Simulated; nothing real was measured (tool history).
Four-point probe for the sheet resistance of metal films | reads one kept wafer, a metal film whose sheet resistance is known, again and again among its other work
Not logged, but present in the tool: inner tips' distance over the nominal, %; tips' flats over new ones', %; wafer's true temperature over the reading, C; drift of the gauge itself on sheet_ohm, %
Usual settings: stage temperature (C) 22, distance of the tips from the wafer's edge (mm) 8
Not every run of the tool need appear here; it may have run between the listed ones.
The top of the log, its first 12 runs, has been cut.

run	hour	stage temperature (C)	distance of the tips from the wafer's edge (mm)	touches since the probe head was changed	hours of work since the stage's thermometer was calibrated	sheet resistance as the instrument gives it (ohm/square)
13	791	22	8	20719	28	4.288042
14	858.7	22	8	23320	62	4.28912
15	919.1	22	8	25640	92	4.290057
16	1007.5	22	8	29034	137	4.291573
17	1072.5	22	8	31532	170	4.293288
18	1124.8	32	23	33542	196	4.269743
# hour 1211.8: stage's thermometer calibrated, once more
19	1211.8	32	23	36863	0	4.259324
20	1285.8	32	23	39707	37	4.259467
21	1327.3	32	23	41299	58	4.259632
22	1416.8	32	42	44739	104	4.260036
23	1463.2	32	3	46523	127	4.324481
24	1534.8	31	18	49272	163	4.264876
25	1587.4	31	3	51290	190	4.327077
26	1670.8	24	26	54495	232	4.277546
27	1738.2	33	8	57085	266	4.272925
28	1794.4	33	8	59243	295	4.272915
29	1890.2	21	3	62923	343	4.347708
30	1956.2	20	27	65461	377	4.287543
31	2015.2	20	13	67727	406	4.291287
32	2103.5	21	51	71117	451	4.287805
33	2157.8	24	44	73204	479	4.283199
34	2216	24	44	75438	508	4.283035

5 ways to go on from here, each from the tool as it stands after run 34. What would each give?
A	2277.2	22	21	77792	539	?
B	2277.2	26	10	77792	539	?
C	2277.2	19	18	77792	539	?
D	2277.2	34	8	77792	539	?
E	2277.2	22	5	77792	539	?

run	sheet resistance as the instrument gives it (ohm/square)
A	4.288725
B	4.287006
C	4.29511
D	4.278882
E	4.311592
What these runs would have given with no unlogged condition in the tool:
run	sheet resistance as the instrument gives it (ohm/square)
A	4.285382
B	4.283688
C	4.291744
D	4.275616
E	4.308232
